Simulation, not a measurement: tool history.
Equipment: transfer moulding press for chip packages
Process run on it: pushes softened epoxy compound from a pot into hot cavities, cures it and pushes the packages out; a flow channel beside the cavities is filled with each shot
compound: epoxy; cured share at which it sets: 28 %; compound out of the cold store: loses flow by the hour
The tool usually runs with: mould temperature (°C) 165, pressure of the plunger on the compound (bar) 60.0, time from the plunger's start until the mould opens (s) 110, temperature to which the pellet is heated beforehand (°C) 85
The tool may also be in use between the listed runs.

run	day	mould temperature (°C)	pressure of the plunger on the compound (bar)	time from the plunger's start until the mould opens (s)	temperature to which the pellet is heated beforehand (°C)	incoming compound's hours out of the cold store	length that the compound runs in the flow channel (mm)	greatest force on the pins that push the packages out (N)
1	0.000	165	60.0	110	85	19.6	895	464
2	0.483	165	64.8	110	85	25.6	899	594
# day 0.775: plunger's sealing rings changed
3	0.992	165	64.8	110	85	14.2	1003	647
4	1.408	165	64.8	110	85	32.6	898	712
5	1.775	159	60.0	110	85	13.7	984	1139
6	2.196	159	60.0	110	85	23.4	932	1125
7	2.512	159	60.0	110	85	13.4	989	1184
8	2.975	165	60.0	110	85	22.4	914	825
# day 3.375: cavities cleaned with cleaning compound and waxed
9	3.467	165	60.0	110	85	26.8	887	490
10	3.908	165	60.0	110	85	39.0	824	576
11	4.204	165	60.0	110	85	25.2	896	613
12	4.671	165	60.0	110	85	19.7	918	709
13	5.021	165	60.0	110	85	22.4	904	742
14	5.421	165	60.0	110	85	17.4	934	810
15	5.792	165	58.3	110	77	31.7	842	773
16	6.158	165	60.0	110	86	39.5	813	808
17	6.362	165	55.6	110	77	22.4	872	819
# day 6.617: cavities cleaned with cleaning compound and waxed
18	6.862	165	53.0	131	89	33.9	794	475
19	7.212	171	60.0	110	89	25.1	863	554
20	7.700	171	60.0	110	89	20.9	889	604
# day 7.821: mould's thermocouples calibrated
21	8.012	169	60.0	99	85	13.5	934	693
22	8.350	163	58.5	142	77	29.8	848	698
23	8.600	163	64.7	142	91	9.6	1007	689
24	8.925	170	58.3	114	90	42.4	768	678
25	9.392	170	58.3	114	90	10.2	933	714
# day 9.838: mould's thermocouples calibrated, once more
26	9.908	159	58.3	109	86	17.7	926	1221
# day 10.021: cavities cleaned with cleaning compound and waxed
27	10.188	171	65.8	124	77	16.5	941	414
28	10.662	171	47.9	110	85	39.6	699	530

Consider 3 possible next runs. They are alternatives, not a sequence: every one starts from the tool as it was left by run 28. What does each give?
A	10.971	163	61.4	110	85	21.3	?	?
B	10.971	171	55.2	101	81	47.6	?	?
C	10.971	162	60.0	110	85	14.1	?	?

run	length that the compound runs in the flow channel (mm)	greatest force on the pins that push the packages out (N)
A	918	740
B	720	600
C	950	798
What these runs would have given with no unlogged condition in the tool:
run	length that the compound runs in the flow channel (mm)	greatest force on the pins that push the packages out (N)
A	950	492
B	745	395
C	983	530
